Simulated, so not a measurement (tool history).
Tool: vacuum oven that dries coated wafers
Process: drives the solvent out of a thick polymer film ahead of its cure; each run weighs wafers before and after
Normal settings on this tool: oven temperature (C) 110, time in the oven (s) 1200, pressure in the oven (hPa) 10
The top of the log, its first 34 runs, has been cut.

| run | day | oven temperature (C) | time in the oven (s) | pressure in the oven (hPa) | solvent left in the film (%) |
|---|---|---|---|---|---|
| 35 | 22.138 | 110 | 1440 | 9 | 1.33 |
| 36 | 23.008 | 110 | 1200 | 10 | 1.61 |
| 37 | 23.642 | 116 | 1200 | 10 | 1.19 |
| 38 | 24.367 | 116 | 1200 | 10 | 1.14 |
| 39 | 25 | 106 | 1740 | 5.6 | 1.05 |
| 40 | 25.642 | 106 | 1740 | 5.6 | 1.09 |
| 41 | 26.55 | 110 | 1920 | 7.5 | 1.02 |
| 42 | 27.392 | 96 | 1200 | 10 | 3.74 |
| 43 | 28 | 98 | 1920 | 21.3 | 4.13 |
| 44 | 28.492 | 119 | 840 | 10 | 1.29 |
| 45 | 29.379 | 119 | 840 | 10 | 1.33 |
| 46 | 30.225 | 119 | 840 | 10 | 1.29 |

Below are 5 alternative next runs, each starting from the tool's condition after run 46. Predict each:
| A | 31.029 | 108 | 840 | 10 | ? |
| B | 31.029 | 96 | 900 | 8.6 | ? |
| C | 31.029 | 119 | 840 | 11.2 | ? |
| D | 31.029 | 113 | 1320 | 5.4 | ? |
| E | 31.029 | 125 | 840 | 29.9 | ? |

| run | solvent left in the film (%) |
|---|---|
| A | 2.63 |
| B | 4.56 |
| C | 1.43 |
| D | 0.88 |
| E | 2.18 |
Without the tool's unlogged condition, the same runs would have read:
| run | solvent left in the film (%) |
|---|---|
| A | 2.67 |
| B | 4.63 |
| C | 1.4 |
| D | 0.77 |
| E | 2.19 |

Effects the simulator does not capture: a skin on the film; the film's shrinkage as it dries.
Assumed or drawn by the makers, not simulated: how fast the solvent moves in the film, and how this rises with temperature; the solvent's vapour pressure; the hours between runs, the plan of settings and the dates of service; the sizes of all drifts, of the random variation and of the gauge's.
